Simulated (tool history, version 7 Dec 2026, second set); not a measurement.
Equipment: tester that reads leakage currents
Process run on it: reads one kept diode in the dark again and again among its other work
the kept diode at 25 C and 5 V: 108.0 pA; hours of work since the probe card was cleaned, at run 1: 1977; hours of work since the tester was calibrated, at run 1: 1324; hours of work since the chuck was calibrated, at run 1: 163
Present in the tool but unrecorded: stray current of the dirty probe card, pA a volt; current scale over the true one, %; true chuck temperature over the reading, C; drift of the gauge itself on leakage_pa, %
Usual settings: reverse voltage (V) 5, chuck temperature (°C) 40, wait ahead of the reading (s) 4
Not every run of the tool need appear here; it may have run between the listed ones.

run	hour	reverse voltage (V)	chuck temperature (°C)	wait ahead of the reading (s)	hours of work since the probe card was cleaned	hours of work since the tester was calibrated	hours of work since the chuck was calibrated	current that the tester gives (pA)
1	0	5	40	4	1977	1324	163	313.39
2	78.5	5	40	4	2016	1363	202	315.73
3	178.8	5	40	4	2067	1414	253	314.35
4	239	5	58	4	2097	1444	283	994.09
5	315.3	5	40	4	2136	1483	322	314.38
6	416.7	5	40	4	2187	1534	373	315.72
7	497.3	5	40	4	2227	1574	413	314.79
8	593	17.54	40	4	2276	1623	462	654.74
9	670.9	17.54	40	7.01	2315	1662	501	656.78
# hour 680.7: chuck's temperature calibrated
10	749.7	14.1	40	4	2354	1701	35	579.14
11	803.5	5	22	4	2381	1728	62	86.43
12	853.3	8.11	40	4	2406	1753	87	418.8
13	969.2	8.11	40	4	2464	1811	145	420.03
14	1042.3	8.11	40	4	2501	1848	182	417.87
15	1145.6	8.11	40	4	2553	1900	234	417.32
16	1195.9	5	37	4	2578	1925	260	256.81
17	1310.1	5	37	4	2636	1983	317	255.51
18	1363.5	5	37	4	2663	2010	344	257.43
19	1463.5	5	37	4	2713	2060	394	256.13
20	1534	5	36	4	2749	2096	430	237.94
# hour 1561: tester calibrated
21	1651.1	5	22	4	2807	45	488	87.05
# hour 1686.7: chuck's temperature calibrated
22	1724.5	5	22	4	2843	81	19	86.94
23	1832.3	5	58	1.33	2897	136	73	996.7
24	1942.2	5	58	1.33	2952	191	129	1004.16
25	2035.5	1.87	36	1.14	2999	238	176	134.48
26	2089.3	4.89	31	4	3027	265	203	166.47
27	2189.8	4.89	31	4	3077	316	254	165.86
28	2258.3	4.89	31	4	3112	350	288	166.46
29	2334.9	4.89	37	0.31	3150	389	327	257.46
30	2401.5	4.89	24	0.49	3184	423	360	101.94
31	2477.9	4.89	24	0.49	3222	461	399	102.04
32	2550.5	4.89	24	0.49	3259	498	435	102.09
33	2633.7	1.77	46	0.94	3301	540	477	256.49
# hour 2691.9: chuck's temperature calibrated
34	2698.3	1.77	46	0.94	3332	571	3	256.19
35	2803.3	5.71	28	1.05	3385	624	56	147.6
36	2892.3	5.71	28	1.05	3430	669	101	147.44
37	2983.2	5.71	54	0.59	3476	715	147	846.9
38	3077.3	12.42	24	0.37	3523	762	194	181.27
39	3138.2	12.42	24	0.37	3554	793	225	180.98
# hour 3197.1: probe card cleaned and baked
40	3240.1	12.42	24	0.37	22	843	275	180.68

Per-run results on a tool with no hidden state, each run keeping its own random variation:
run	current that the tester gives (pA)
1	313.72
2	316.1
3	314.79
4	995.86
5	314.89
6	316.3
7	315.43
8	655.86
9	657.99
10	579.08
11	86.3
12	418.94
13	420.27
14	418.17
15	417.69
16	257.06
17	255.82
18	257.77
19	256.52
20	238.32
21	86.97
22	86.64
23	996.47
24	1004.13
25	134.43
26	166.28
27	165.7
28	166.31
29	257.44
30	101.76
31	101.87
32	101.94
33	256.8
34	256.16
35	147.3
36	147.16
37	847.25
38	180.6
39	180.33
40	180.94
